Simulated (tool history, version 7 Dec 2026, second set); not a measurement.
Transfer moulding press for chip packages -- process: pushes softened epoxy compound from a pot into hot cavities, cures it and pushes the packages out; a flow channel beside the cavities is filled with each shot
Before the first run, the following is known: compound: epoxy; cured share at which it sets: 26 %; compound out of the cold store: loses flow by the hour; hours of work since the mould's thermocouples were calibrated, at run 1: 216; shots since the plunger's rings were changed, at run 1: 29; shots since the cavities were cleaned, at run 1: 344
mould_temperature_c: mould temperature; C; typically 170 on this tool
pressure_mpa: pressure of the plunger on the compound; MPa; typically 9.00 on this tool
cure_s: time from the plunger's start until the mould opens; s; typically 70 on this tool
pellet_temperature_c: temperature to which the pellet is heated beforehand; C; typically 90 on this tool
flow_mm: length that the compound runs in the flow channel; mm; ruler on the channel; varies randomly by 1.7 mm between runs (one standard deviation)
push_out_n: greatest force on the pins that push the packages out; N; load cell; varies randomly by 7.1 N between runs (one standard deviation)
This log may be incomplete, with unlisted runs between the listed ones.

run,hour,mould_temperature_c,pressure_mpa,cure_s,pellet_temperature_c,hours of work since the mould's thermocouples were calibrated,shots since the plunger's rings were changed,shots since the cavities were cleaned,incoming compound's hours out of the cold store,flow_mm,push_out_n
1,0.0,170,9.00,70,90,216,29,344,20.3,904,441
2,10.8,170,9.00,70,90,223,198,513,29.9,873,469
# hour 20.0: cavities cleaned with cleaning compound and waxed
3,23.4,170,9.00,70,94,231,371,54,27.0,882,529
4,39.8,170,9.00,92,90,243,628,311,37.6,849,416
# hour 49.9: cavities cleaned with cleaning compound and waxed, once more
5,58.4,170,9.00,70,90,255,894,133,30.1,864,356
6,71.4,170,9.00,70,92,264,1097,336,23.1,883,413
7,86.7,173,9.00,70,90,275,1336,575,31.5,848,412
# hour 92.3: cavities cleaned with cleaning compound and waxed
8,97.3,173,9.00,70,90,281,1477,78,30.8,850,284
9,110.9,172,9.00,70,90,290,1690,291,10.8,912,375
10,121.8,172,9.00,70,90,298,1860,461,25.9,862,403
# hour 135.8: cavities cleaned with cleaning compound and waxed
11,136.1,169,9.00,70,90,307,2060,5,10.9,918,304
12,145.7,170,9.00,79,90,314,2210,155,30.0,855,306
13,159.3,170,9.00,70,90,323,2423,368,40.0,828,411
14,172.5,170,9.00,70,90,333,2629,574,30.4,852,466
# hour 178.6: cavities cleaned with cleaning compound and waxed
15,184.6,170,9.00,70,90,340,2794,94,38.8,829,344
16,192.0,170,9.72,70,90,345,2910,210,47.4,831,377
# hour 198.6: plunger's sealing rings changed
17,205.3,170,9.72,70,90,353,104,378,9.7,972,445
18,216.0,170,9.84,70,90,360,271,545,34.4,898,451
# hour 223.1: cavities cleaned with cleaning compound and waxed
19,230.8,170,9.84,94,91,370,478,119,46.0,863,248
20,240.8,163,8.40,67,87,377,636,277,36.4,847,696
21,253.7,173,9.54,102,90,386,836,477,31.5,878,338
# hour 265.8: cavities cleaned with cleaning compound and waxed
22,272.3,175,7.43,102,86,398,1104,102,24.7,785,244
23,288.2,164,7.06,96,90,409,1352,350,10.9,837,368
24,295.3,164,7.06,96,90,414,1463,461,28.5,786,385
# hour 307.7: cavities cleaned with cleaning compound and waxed
25,311.4,164,7.06,96,90,424,1691,58,13.5,827,273
26,320.1,174,9.00,101,90,430,1826,193,41.1,815,281
27,336.3,170,9.00,101,90,441,2080,447,34.8,845,351
28,347.0,170,9.00,101,90,449,2247,614,23.2,877,354

Forecast each of these 3 alternatives for the next run:
# hour 350.6: cavities cleaned with cleaning compound and waxed
A,359.9,171,9.00,56,97,457,2424,145,46.8,?,?
# hour 350.6: cavities cleaned with cleaning compound and waxed
B,359.9,165,9.00,70,89,457,2424,145,35.7,?,?
# hour 350.6: cavities cleaned with cleaning compound and waxed
C,359.9,170,9.00,102,90,457,2424,145,26.7,?,?

run,flow_mm,push_out_n
A,803,498
B,859,474
C,865,268
What these runs would have given with no unlogged condition in the tool:
run,flow_mm,push_out_n
A,824,415
B,881,397
C,887,217

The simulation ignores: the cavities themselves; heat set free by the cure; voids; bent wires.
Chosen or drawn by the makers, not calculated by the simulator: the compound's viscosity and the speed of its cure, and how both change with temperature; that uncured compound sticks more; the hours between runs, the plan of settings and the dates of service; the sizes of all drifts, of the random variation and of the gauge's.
